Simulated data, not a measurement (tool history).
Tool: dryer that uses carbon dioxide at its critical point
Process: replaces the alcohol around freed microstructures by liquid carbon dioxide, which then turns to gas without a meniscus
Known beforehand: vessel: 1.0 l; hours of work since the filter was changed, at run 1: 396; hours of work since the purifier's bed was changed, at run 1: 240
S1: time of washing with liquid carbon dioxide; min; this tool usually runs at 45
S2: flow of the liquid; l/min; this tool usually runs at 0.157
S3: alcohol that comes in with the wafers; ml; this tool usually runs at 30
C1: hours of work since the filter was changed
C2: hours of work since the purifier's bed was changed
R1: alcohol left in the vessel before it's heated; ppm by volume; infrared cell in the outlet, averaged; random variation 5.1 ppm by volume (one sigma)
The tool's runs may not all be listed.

Run 1, hour 0.0: usual settings; C1 396; C2 240. Result: R1 102 ppm by volume.
Run 2, hour 13.9: usual settings; C1 406; C2 250. Result: R1 122 ppm by volume.
Run 3, hour 36.7: usual settings; C1 423; C2 267. Result: R1 115 ppm by volume.
Run 4, hour 53.3: usual settings; C1 436; C2 279. Result: R1 115 ppm by volume.
Run 5, hour 85.7: usual settings; C1 460; C2 303. Result: R1 124 ppm by volume.
Run 6, hour 115.1: usual settings; C1 481; C2 325. Result: R1 122 ppm by volume.
Run 7, hour 130.8: usual settings; C1 493; C2 337. Result: R1 138 ppm by volume.
Run 8, hour 145.0: usual settings but S1 55 min; C1 504; C2 347. Result: R1 74 ppm by volume.
Run 9, hour 161.8: usual settings; C1 516; C2 360. Result: R1 136 ppm by volume.
Run 10, hour 177.1: usual settings but S3 40 ml; C1 528; C2 371. Result: R1 169 ppm by volume.
Run 11, hour 194.2: usual settings but S3 40 ml; C1 540; C2 384. Result: R1 170 ppm by volume.
At hour 226.7: inlet filter changed.
Run 12, hour 226.9: usual settings; C1 0; C2 408. Result: R1 132 ppm by volume.
Run 13, hour 242.3: usual settings but S3 42 ml; C1 12; C2 419. Result: R1 140 ppm by volume.
Run 14, hour 274.9: usual settings but S3 42 ml; C1 36; C2 443. Result: R1 146 ppm by volume.
Run 15, hour 291.8: usual settings but S1 54 min; C1 48; C2 456. Result: R1 101 ppm by volume.
Run 16, hour 321.3: usual settings but S1 28 min; C1 70; C2 478. Result: R1 632 ppm by volume.
Run 17, hour 351.3: usual settings but S1 28 min; C1 93; C2 500. Result: R1 624 ppm by volume.
Run 18, hour 378.3: usual settings but S1 56 min; C1 113; C2 520. Result: R1 100 ppm by volume.
Run 19, hour 404.7: usual settings but S1 56 min; C1 132; C2 540. Result: R1 106 ppm by volume.
Run 20, hour 426.7: usual settings but S1 56 min; C1 149; C2 556. Result: R1 121 ppm by volume.
Run 21, hour 456.7: usual settings but S1 59 min; C1 171; C2 578. Result: R1 108 ppm by volume.
Run 22, hour 470.9: usual settings but S1 59 min; C1 181; C2 589. Result: R1 121 ppm by volume.
Run 23, hour 489.2: usual settings but S1 59 min; C1 195; C2 602. Result: R1 112 ppm by volume.
Run 24, hour 503.8: usual settings but S1 59 min; C1 206; C2 613. Result: R1 117 ppm by volume.
Run 25, hour 533.8: usual settings but S1 59 min; C1 228; C2 635. Result: R1 129 ppm by volume.
Run 26, hour 550.0: usual settings but S1 71 min, S3 109 ml; C1 240; C2 647. Result: R1 129 ppm by volume.
Run 27, hour 582.6: usual settings but S1 56 min, S2 0.138 l/min, S3 27 ml; C1 264; C2 672. Result: R1 146 ppm by volume.
Run 28, hour 608.4: usual settings but S1 56 min, S2 0.138 l/min, S3 27 ml; C1 284; C2 691. Result: R1 155 ppm by volume.
Run 29, hour 622.2: usual settings but S1 56 min, S2 0.138 l/min, S3 27 ml; C1 294; C2 701. Result: R1 158 ppm by volume.
Run 30, hour 641.7: usual settings but S1 51 min, S2 0.158 l/min, S3 27 ml; C1 308; C2 716. Result: R1 150 ppm by volume.
Run 31, hour 665.5: usual settings but S1 63 min, S2 0.163 l/min, S3 93 ml; C1 326; C2 733. Result: R1 141 ppm by volume.
Run 32, hour 691.3: usual settings but S1 35 min, S2 0.135 l/min, S3 93 ml; C1 345; C2 752. Result: R1 1536 ppm by volume.
Run 33, hour 717.7: usual settings but S1 53 min, S2 0.134 l/min, S3 93 ml; C1 365; C2 772. Result: R1 324 ppm by volume.
Run 34, hour 741.6: usual settings but S1 40 min, S2 0.181 l/min; C1 382; C2 790. Result: R1 193 ppm by volume.
Run 35, hour 768.3: usual settings but S1 40 min, S2 0.181 l/min; C1 402; C2 810. Result: R1 198 ppm by volume.
Run 36, hour 789.1: usual settings but S1 31 min, S2 0.181 l/min; C1 418; C2 825. Result: R1 362 ppm by volume.
Run 37, hour 812.8: usual settings but S1 66 min, S2 0.195 l/min; C1 435; C2 843. Result: R1 149 ppm by volume.
Run 38, hour 838.5: usual settings but S1 66 min, S2 0.195 l/min, S3 35 ml; C1 454; C2 862. Result: R1 155 ppm by volume.
Run 39, hour 859.7: usual settings but S1 66 min, S2 0.195 l/min, S3 35 ml; C1 470; C2 878. Result: R1 159 ppm by volume.
Run 40, hour 888.1: usual settings but S1 66 min, S2 0.195 l/min, S3 35 ml; C1 491; C2 899. Result: R1 165 ppm by volume.
Run 41, hour 913.5: usual settings but S2 0.200 l/min, S3 46 ml; C1 510; C2 918. Result: R1 189 ppm by volume.
Run 42, hour 942.1: usual settings but S2 0.110 l/min; C1 531; C2 939. Result: R1 576 ppm by volume.
Run 43, hour 959.2: usual settings but S2 0.249 l/min, S3 20 ml; C1 544; C2 951. Result: R1 173 ppm by volume.
Run 44, hour 979.5: usual settings but S1 29 min, S2 0.195 l/min, S3 55 ml; C1 559; C2 967. Result: R1 596 ppm by volume.
At hour 985.1: inlet filter changed.
Run 45, hour 1006.1: usual settings but S1 30 min, S2 0.110 l/min, S3 39 ml; C1 16; C2 986. Result: R1 2078 ppm by volume.
Run 46, hour 1030.5: usual settings but S1 30 min, S2 0.110 l/min, S3 39 ml; C1 34; C2 1004. Result: R1 2060 ppm by volume.
Run 47, hour 1052.6: usual settings but S1 43 min; C1 50; C2 1020. Result: R1 240 ppm by volume.
Run 48, hour 1072.8: usual settings but S2 0.180 l/min; C1 65; C2 1035. Result: R1 207 ppm by volume.

How would selected steps in R1 from run to run divide? Give the signed amount a tool lacking its hidden state would still show from settings, what came in and random variation, and the signed amount left for the hidden state, including any gauge scatter that is not in both of the compared results.
Hidden state at play: flow that reaches the vessel past the clogged filter, %; alcohol in the recycled carbon dioxide, ppm; drift of the gauge itself on alcohol_ppm, %.
Run 31 -> 32: S1 63 -> 35, S2 0.163 -> 0.135. R1 +1395 ppm by volume: hidden state +204, all else +1191.
Run 32 -> 33: S1 35 -> 53, S2 0.135 -> 0.134. R1 -1212 ppm by volume: hidden state -163, all else -1049.
Run 43 -> 44: S1 45 -> 29, S2 0.249 -> 0.195, S3 20 -> 55. R1 +423 ppm by volume: hidden state +116, all else +307.
Run 44 -> 45: S1 29 -> 30, S2 0.195 -> 0.110, S3 55 -> 39, inlet filter changed. R1 +1482 ppm by volume: hidden state -90, all else +1572.
Run 46 -> 47: S1 30 -> 43, S2 0.110 -> 0.157, S3 39 -> 30. R1 -1820 ppm by volume: hidden state -21, all else -1799.
